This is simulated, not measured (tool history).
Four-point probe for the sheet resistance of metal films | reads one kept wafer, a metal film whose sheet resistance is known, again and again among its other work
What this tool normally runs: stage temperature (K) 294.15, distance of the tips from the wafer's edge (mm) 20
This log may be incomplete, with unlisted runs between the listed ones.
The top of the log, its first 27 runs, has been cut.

run,day,stage temperature (K),distance of the tips from the wafer's edge (mm),touches since the probe head was changed,hours of work since the stage's thermometer was calibrated,sheet resistance as the instrument gives it (ohm/square)
28,37.304,291.15,29,11678,47,0.141337
29,39.196,301.15,58,13015,67,0.139824
30,40.883,301.15,58,14212,86,0.139809
# day 42.112: stage's thermometer calibrated, once more
31,42.112,293.15,21,15065,0,0.141017
32,43.875,295.15,12,16315,19,0.141337
33,45.462,295.15,12,17436,37,0.141421
34,47.342,294.15,53,18768,57,0.140722
35,49.308,304.15,47,20161,79,0.139384
36,50.679,294.15,4,21132,94,0.147926
37,52.012,294.15,4,22074,109,0.147956
38,53.121,294.15,4,22859,121,0.147973
39,54.529,299.15,4,23858,136,0.14727
40,55.362,308.15,5,24446,145,0.143454
41,56.954,308.15,5,25572,163,0.143485

Branching from run 41: 3 alternative next runs. What would each branch give?
A,58.204,303.15,5,26458,177,?
B,58.204,308.15,13,26458,177,?
C,58.204,295.15,28,26458,177,?

run,sheet resistance as the instrument gives it (ohm/square)
A,0.144194
B,0.139527
C,0.140807
What these runs would have given with no unlogged condition in the tool:
run,sheet resistance as the instrument gives it (ohm/square)
A,0.143477
B,0.138831
C,0.140104

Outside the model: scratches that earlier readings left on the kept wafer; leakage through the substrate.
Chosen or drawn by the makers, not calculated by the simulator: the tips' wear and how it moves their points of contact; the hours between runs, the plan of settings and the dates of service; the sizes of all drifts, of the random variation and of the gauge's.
